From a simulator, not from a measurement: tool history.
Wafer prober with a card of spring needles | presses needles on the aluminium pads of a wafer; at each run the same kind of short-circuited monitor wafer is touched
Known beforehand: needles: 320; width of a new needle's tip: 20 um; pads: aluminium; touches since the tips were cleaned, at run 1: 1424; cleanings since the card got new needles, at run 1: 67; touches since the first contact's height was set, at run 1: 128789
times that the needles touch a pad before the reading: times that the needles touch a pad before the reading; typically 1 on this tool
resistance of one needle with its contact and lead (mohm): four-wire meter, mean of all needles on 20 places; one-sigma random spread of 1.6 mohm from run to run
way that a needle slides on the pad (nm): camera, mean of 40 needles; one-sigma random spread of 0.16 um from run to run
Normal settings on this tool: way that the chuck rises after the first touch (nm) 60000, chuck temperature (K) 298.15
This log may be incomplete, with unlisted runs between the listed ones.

run,hour,way that the chuck rises after the first touch (nm),chuck temperature (K),times that the needles touch a pad before the reading,touches since the tips were cleaned,cleanings since the card got new needles,touches since the first contact's height was set,resistance of one needle with its contact and lead (mohm),way that a needle slides on the pad (nm)
1,0.0,60000,298.15,1,1424,67,128789,364,13910
# hour 0.7: tips cleaned on abrasive film
# hour 4.8: tips cleaned on abrasive film
2,8.2,60000,298.15,1,1593,69,132537,391,14070
# hour 8.9: tips cleaned on abrasive film
# hour 12.8: tips cleaned on abrasive film
# hour 16.5: tips cleaned on abrasive film
3,16.5,60000,298.15,1,0,72,136278,194,13760
# hour 20.5: tips cleaned on abrasive film
4,20.6,60000,298.15,1,52,73,138174,202,14110
# hour 24.4: tips cleaned on abrasive film
# hour 28.4: tips cleaned on abrasive film
5,30.7,60000,325.15,1,1054,75,142784,333,13460
# hour 32.4: tips cleaned on abrasive film
# hour 36.3: tips cleaned on abrasive film
6,39.1,60000,325.15,1,1339,77,146640,357,13590
# hour 40.3: tips cleaned on abrasive film
# hour 44.1: tips cleaned on abrasive film
7,44.6,60000,325.15,1,226,79,149112,232,13580
# hour 47.6: tips cleaned on abrasive film
8,50.5,60000,325.15,3,1351,80,151836,243,13780
# hour 51.5: tips cleaned on abrasive film
# hour 55.4: tips cleaned on abrasive film
9,55.8,60000,325.15,3,161,82,154202,195,13470
# hour 59.0: tips cleaned on abrasive film
# hour 62.7: tips cleaned on abrasive film
10,65.5,60000,298.15,1,1352,84,158675,383,13690
# hour 66.5: tips cleaned on abrasive film
# hour 70.4: tips cleaned on abrasive film
11,72.4,79000,309.15,1,931,86,161772,245,18310
# hour 74.1: tips cleaned on abrasive film
# hour 78.0: tips cleaned on abrasive film
12,79.3,60000,366.15,1,616,88,164933,284,13390
# hour 82.2: tips cleaned on abrasive film
# hour 86.4: tips cleaned on abrasive film
13,88.6,43000,309.15,2,1013,90,169181,406,9060
# hour 90.0: tips cleaned on abrasive film
14,93.2,76000,303.15,1,1473,91,171279,309,17510
# hour 94.0: tips cleaned on abrasive film
# hour 97.7: tips cleaned on abrasive film
15,100.4,46000,323.15,2,1276,93,174574,416,9840
# hour 101.2: tips cleaned on abrasive film
# hour 105.2: tips cleaned on abrasive film
# hour 108.7: tips cleaned on abrasive film
16,109.0,46000,323.15,2,140,96,178468,241,9800
# hour 112.5: tips cleaned on abrasive film
# hour 116.2: tips cleaned on abrasive film
17,116.8,78000,317.15,1,282,98,182009,198,17890
# hour 120.0: tips cleaned on abrasive film
18,121.2,78000,317.15,1,576,99,184033,238,17850
# hour 123.6: tips cleaned on abrasive film
# hour 127.1: tips cleaned on abrasive film
19,128.1,49000,305.15,1,480,101,187179,328,10510
# hour 130.7: tips cleaned on abrasive film
# hour 134.3: tips cleaned on abrasive film
20,136.0,64000,322.15,1,767,103,190749,305,14110

Below are 4 alternative next runs, each starting from the tool's condition after run 20. Predict each:
# hour 138.4: tips cleaned on abrasive film
# hour 142.5: tips cleaned on abrasive film
A,143.3,54000,310.15,1,375,105,194111,?,?
# hour 138.4: tips cleaned on abrasive film
# hour 142.5: tips cleaned on abrasive film
B,143.3,60000,300.15,2,375,105,194111,?,?
# hour 138.4: tips cleaned on abrasive film
# hour 142.5: tips cleaned on abrasive film
C,143.3,55000,314.15,3,375,105,194111,?,?
# hour 138.4: tips cleaned on abrasive film
# hour 142.5: tips cleaned on abrasive film
D,143.3,50000,322.15,1,375,105,194111,?,?

run,resistance of one needle with its contact and lead (mohm),way that a needle slides on the pad (nm)
A,289,11740
B,222,13220
C,218,11960
D,319,10680
With the hidden condition removed and each run's random variation left untouched, the same runs would have given:
run,resistance of one needle with its contact and lead (mohm),way that a needle slides on the pad (nm)
A,165,13940
B,157,15420
C,166,14160
D,172,12880
